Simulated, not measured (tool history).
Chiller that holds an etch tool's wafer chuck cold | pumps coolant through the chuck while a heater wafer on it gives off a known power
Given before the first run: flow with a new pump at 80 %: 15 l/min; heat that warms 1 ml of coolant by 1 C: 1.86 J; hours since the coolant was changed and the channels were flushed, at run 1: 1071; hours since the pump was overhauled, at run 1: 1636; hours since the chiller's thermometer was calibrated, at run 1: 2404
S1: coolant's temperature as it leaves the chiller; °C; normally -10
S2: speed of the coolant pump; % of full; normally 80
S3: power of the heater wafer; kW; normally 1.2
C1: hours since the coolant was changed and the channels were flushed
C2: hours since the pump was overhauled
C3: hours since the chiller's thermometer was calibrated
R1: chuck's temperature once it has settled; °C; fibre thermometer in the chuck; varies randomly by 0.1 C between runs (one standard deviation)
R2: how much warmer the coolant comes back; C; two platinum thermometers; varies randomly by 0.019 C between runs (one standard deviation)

run 1 day=0 | S1=-10 S2=80 S3=1.2 | C1=1071 C2=1636 C3=2404 | R1=1.1 R2=2.61
run 2 day=0.675 | S1=-10 S2=80 S3=1.2 | C1=1087 C2=1653 C3=2421 | R1=0.9 R2=2.55
run 3 day=1.317 | S1=-10 S2=80 S3=1.602 | C1=1102 C2=1668 C3=2436 | R1=4.6 R2=3.41
run 4 day=2.483 | S1=-10 S2=80 S3=1.602 | C1=1130 C2=1696 C3=2464 | R1=4.6 R2=3.42
run 5 day=3.388 | S1=-10 S2=89 S3=1.602 | C1=1152 C2=1718 C3=2486 | R1=3.8 R2=3.07
run 6 day=4.212 | S1=-10 S2=89 S3=1.602 | C1=1172 C2=1738 C3=2505 | R1=3.9 R2=3.03
run 7 day=5.021 | S1=-10 S2=80 S3=0.948 | C1=1191 C2=1757 C3=2525 | R1=-1.5 R2=2
run 8 day=5.758 | S1=-10 S2=73 S3=0.957 | C1=1209 C2=1775 C3=2542 | R1=-0.9 R2=2.23
run 9 day=6.433 | S1=-1 S2=85 S3=1.002 | C1=1225 C2=1791 C3=2559 | R1=7.6 R2=1.97
run 10 day=7.508 | S1=-1 S2=85 S3=1.002 | C1=1251 C2=1817 C3=2585 | R1=7.9 R2=1.95
run 11 day=8.667 | S1=-10 S2=65 S3=0.843 | C1=1279 C2=1844 C3=2612 | R1=-1.3 R2=2.18
run 12 day=9.246 | S1=-10 S2=65 S3=0.843 | C1=1293 C2=1858 C3=2626 | R1=-1.4 R2=2.19
run 13 day=9.825 | S1=-3 S2=69 S3=1.076 | C1=1306 C2=1872 C3=2640 | R1=7.7 R2=2.64
run 14 day=10.508 | S1=-3 S2=69 S3=1.076 | C1=1323 C2=1889 C3=2657 | R1=7.6 R2=2.63

Alternative continuations, all from the tool just after run 14; predict every row:
run A day=11.654 | S1=-17 S2=74 S3=1.024 | C1=1350 C2=1916 C3=2684 | R1=? R2=?
run B day=11.654 | S1=-9 S2=86 S3=1.736 | C1=1350 C2=1916 C3=2684 | R1=? R2=?
run C day=11.654 | S1=-2 S2=80 S3=0.603 | C1=1350 C2=1916 C3=2684 | R1=? R2=?

run=A R1=-7.2 R2=2.28
run=B R1=6.4 R2=3.39
run=C R1=3.5 R2=1.2
Without the tool's hidden state the same runs would have given:
run=A R1=-7.2 R2=2.36
run=B R1=6.3 R2=3.47
run=C R1=3.5 R2=1.29
